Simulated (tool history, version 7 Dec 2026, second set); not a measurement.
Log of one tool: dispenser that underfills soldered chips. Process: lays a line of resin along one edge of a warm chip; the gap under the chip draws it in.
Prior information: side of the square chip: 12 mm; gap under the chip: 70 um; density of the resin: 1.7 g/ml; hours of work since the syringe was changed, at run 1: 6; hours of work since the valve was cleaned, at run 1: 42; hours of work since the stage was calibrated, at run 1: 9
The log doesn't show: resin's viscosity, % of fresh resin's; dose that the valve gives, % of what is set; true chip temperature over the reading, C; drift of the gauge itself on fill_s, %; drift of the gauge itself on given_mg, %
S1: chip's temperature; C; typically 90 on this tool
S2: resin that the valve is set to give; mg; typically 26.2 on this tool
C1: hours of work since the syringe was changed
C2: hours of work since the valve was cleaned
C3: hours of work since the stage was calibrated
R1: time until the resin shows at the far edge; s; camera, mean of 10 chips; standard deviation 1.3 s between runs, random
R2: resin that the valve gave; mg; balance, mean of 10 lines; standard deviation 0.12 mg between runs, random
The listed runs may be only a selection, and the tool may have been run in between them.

| run | day | S1 | S2 | C1 | C2 | C3 | R1 | R2 |
|---|---|---|---|---|---|---|---|---|
| 1 | 0.000 | 90 | 26.2 | 6 | 42 | 9 | 172.6 | 25.47 |
| 2 | 0.221 | 90 | 26.2 | 10 | 45 | 13 | 199.6 | 25.61 |
|  | 0.342 | new syringe of resin |
| 3 | 0.483 | 90 | 26.2 | 2 | 49 | 17 | 139.5 | 25.56 |
| 4 | 0.729 | 90 | 26.2 | 6 | 53 | 21 | 167.6 | 25.44 |
|  | 1.062 | new syringe of resin |
| 5 | 1.062 | 90 | 28.4 | 0 | 59 | 26 | 125.8 | 27.33 |
| 6 | 1.375 | 90 | 30.8 | 5 | 64 | 31 | 155.5 | 29.63 |
| 7 | 1.750 | 93 | 26.2 | 11 | 70 | 37 | 183.6 | 25.10 |
|  | 1.788 | new syringe of resin |
| 8 | 2.121 | 93 | 26.2 | 5 | 76 | 43 | 137.6 | 25.31 |
| 9 | 2.346 | 90 | 32.8 | 9 | 79 | 47 | 184.9 | 31.50 |
|  | 2.508 | new syringe of resin |
|  | 2.858 | dispensing valve cleaned and set on the balance |
| 10 | 2.858 | 90 | 26.2 | 5 | 0 | 54 | 160.6 | 26.42 |
|  | 3.283 | new syringe of resin |
| 11 | 3.283 | 90 | 28.3 | 0 | 7 | 61 | 121.8 | 28.25 |
| 12 | 3.821 | 90 | 26.2 | 9 | 15 | 70 | 186.6 | 25.94 |
|  | 3.996 | new syringe of resin |
| 13 | 4.300 | 90 | 25.9 | 5 | 23 | 77 | 153.2 | 25.62 |
| 14 | 4.542 | 90 | 25.9 | 9 | 27 | 81 | 186.3 | 25.61 |
|  | 4.742 | new syringe of resin |
| 15 | 4.879 | 79 | 26.2 | 2 | 32 | 87 | 226.6 | 25.91 |
| 16 | 5.108 | 85 | 33.1 | 6 | 36 | 90 | 201.4 | 32.54 |
|  | 5.450 | new syringe of resin |
| 17 | 5.633 | 85 | 33.1 | 3 | 44 | 99 | 168.3 | 32.69 |
| 18 | 5.867 | 90 | 31.1 | 7 | 48 | 102 | 161.1 | 30.30 |
|  | 6.162 | new syringe of resin |
| 19 | 6.329 | 90 | 31.1 | 3 | 56 | 110 | 136.1 | 30.04 |
| 20 | 6.650 | 99 | 30.9 | 8 | 61 | 115 | 113.7 | 30.06 |
|  | 6.871 | new syringe of resin |
| 21 | 7.088 | 93 | 26.2 | 4 | 68 | 122 | 125.7 | 25.35 |
| 22 | 7.512 | 79 | 23.9 | 10 | 75 | 129 | 342.1 | 22.85 |
|  | 7.596 | new syringe of resin |
| 23 | 8.021 | 85 | 31.7 | 7 | 83 | 137 | 206.5 | 30.06 |
|  | 8.321 | dispensing valve cleaned and set on the balance |
|  | 8.354 | new syringe of resin |
| 24 | 8.433 | 85 | 31.7 | 1 | 2 | 143 | 158.0 | 31.57 |
| 25 | 8.783 | 102 | 33.0 | 7 | 7 | 149 | 95.0 | 32.77 |
|  | 9.096 | new syringe of resin |
| 26 | 9.138 | 81 | 26.2 | 1 | 13 | 154 | 191.5 | 26.11 |
| 27 | 9.567 | 81 | 26.2 | 8 | 20 | 161 | 256.9 | 25.90 |
|  | 9.838 | new syringe of resin |
| 28 | 9.871 | 76 | 25.8 | 1 | 25 | 166 | 244.3 | 25.09 |
| 29 | 10.092 | 76 | 25.8 | 4 | 28 | 169 | 288.6 | 25.19 |
| 30 | 10.321 | 90 | 29.0 | 8 | 32 | 173 | 169.9 | 28.48 |

Here are 4 independent what-if runs from the current tool condition. What would each one return?
|  | 10.546 | new syringe of resin |
| A | 10.608 | 90 | 30.1 | 1 | 37 | 178 | ? | ? |
|  | 10.546 | new syringe of resin |
| B | 10.608 | 88 | 22.9 | 1 | 37 | 178 | ? | ? |
|  | 10.546 | new syringe of resin |
| C | 10.608 | 95 | 22.5 | 1 | 37 | 178 | ? | ? |
|  | 10.546 | new syringe of resin |
| D | 10.608 | 92 | 32.6 | 1 | 37 | 178 | ? | ? |

| run | R1 | R2 |
|---|---|---|
| A | 122.4 | 29.29 |
| B | 142.1 | 22.29 |
| C | 102.5 | 22.09 |
| D | 110.9 | 32.01 |
Without the tool's unlogged condition, the same runs would have read:
| run | R1 | R2 |
|---|---|---|
| A | 123.1 | 29.93 |
| B | 142.4 | 22.78 |
| C | 102.4 | 22.57 |
| D | 111.5 | 32.71 |
